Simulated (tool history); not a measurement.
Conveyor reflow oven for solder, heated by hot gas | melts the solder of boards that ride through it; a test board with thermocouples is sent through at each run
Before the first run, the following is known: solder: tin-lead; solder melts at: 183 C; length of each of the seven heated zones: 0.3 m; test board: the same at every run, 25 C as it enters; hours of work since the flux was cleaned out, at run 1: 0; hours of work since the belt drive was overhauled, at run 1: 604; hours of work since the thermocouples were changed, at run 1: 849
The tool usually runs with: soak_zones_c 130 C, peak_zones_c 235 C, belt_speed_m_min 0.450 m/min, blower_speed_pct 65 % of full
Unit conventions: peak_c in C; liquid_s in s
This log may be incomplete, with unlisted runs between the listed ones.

| run | day | soak_zones_c | peak_zones_c | belt_speed_m_min | blower_speed_pct | hours of work since the flux was cleaned out | hours of work since the belt drive was overhauled | hours of work since the thermocouples were changed | peak_c | liquid_s |
|---|---|---|---|---|---|---|---|---|---|---|
| 1 | 0.000 | 130 | 235 | 0.450 | 65 | 0 | 604 | 849 | 212.1 | 53.4 |
| 2 | 1.829 | 130 | 230 | 0.450 | 65 | 29 | 633 | 878 | 207.7 | 47.6 |
| 3 | 4.167 | 130 | 230 | 0.450 | 65 | 66 | 670 | 915 | 206.7 | 47.3 |
| 4 | 6.483 | 132 | 235 | 0.450 | 65 | 102 | 706 | 951 | 211.5 | 52.6 |
|  | 9.192 | belt drive overhauled, speed set with a stopwatch |
| 5 | 9.333 | 130 | 235 | 0.450 | 65 | 145 | 2 | 994 | 210.7 | 49.6 |
| 6 | 11.012 | 130 | 235 | 0.450 | 65 | 171 | 29 | 1020 | 209.6 | 48.2 |
| 7 | 12.808 | 130 | 235 | 0.450 | 65 | 199 | 57 | 1048 | 209.6 | 48.6 |
| 8 | 15.692 | 130 | 235 | 0.461 | 65 | 245 | 103 | 1094 | 208.1 | 45.6 |
|  | 17.200 | flux residue cleaned out of gas plates and filters |
| 9 | 18.421 | 130 | 235 | 0.450 | 70 | 19 | 142 | 1134 | 211.6 | 51.6 |
| 10 | 20.492 | 130 | 235 | 0.450 | 70 | 52 | 175 | 1166 | 211.7 | 51.8 |
| 11 | 22.633 | 130 | 235 | 0.450 | 65 | 86 | 209 | 1200 | 209.5 | 49.7 |
| 12 | 25.529 | 121 | 235 | 0.466 | 65 | 131 | 254 | 1246 | 205.2 | 41.5 |
| 13 | 26.888 | 121 | 235 | 0.466 | 65 | 153 | 276 | 1267 | 206.1 | 40.7 |
| 14 | 28.508 | 115 | 245 | 0.450 | 65 | 178 | 302 | 1293 | 213.6 | 50.5 |
| 15 | 30.617 | 129 | 245 | 0.450 | 65 | 212 | 335 | 1326 | 216.6 | 55.7 |
|  | 31.346 | thermocouples of zones 6 and 7 changed |
| 16 | 33.350 | 122 | 226 | 0.504 | 79 | 254 | 377 | 32 | 202.0 | 34.0 |
|  | 34.492 | flux residue cleaned out of gas plates and filters |
| 17 | 36.738 | 122 | 242 | 0.366 | 79 | 35 | 427 | 82 | 229.0 | 79.8 |
| 18 | 39.125 | 122 | 242 | 0.366 | 79 | 73 | 464 | 119 | 229.2 | 79.4 |
| 19 | 40.504 | 126 | 235 | 0.450 | 74 | 95 | 486 | 141 | 214.0 | 53.4 |
| 20 | 42.067 | 126 | 235 | 0.450 | 74 | 120 | 511 | 166 | 213.9 | 53.6 |
| 21 | 43.996 | 130 | 235 | 0.487 | 60 | 150 | 541 | 196 | 208.5 | 43.1 |

Branching from run 21: 3 alternative next runs. What would each branch give?
| A | 47.117 | 144 | 235 | 0.464 | 88 | 199 | 591 | 246 | ? | ? |
| B | 47.117 | 130 | 235 | 0.493 | 79 | 199 | 591 | 246 | ? | ? |
| C | 47.117 | 137 | 230 | 0.450 | 65 | 199 | 591 | 246 | ? | ? |

| run | peak_c | liquid_s |
|---|---|---|
| A | 218.9 | 62.4 |
| B | 212.3 | 48.3 |
| C | 208.7 | 52.6 |
Take away the tool's hidden state, keep each run's random variation, and the runs would have read:
| run | peak_c | liquid_s |
|---|---|---|
| A | 221.0 | 63.3 |
| B | 214.5 | 49.8 |
| C | 210.6 | 54.1 |
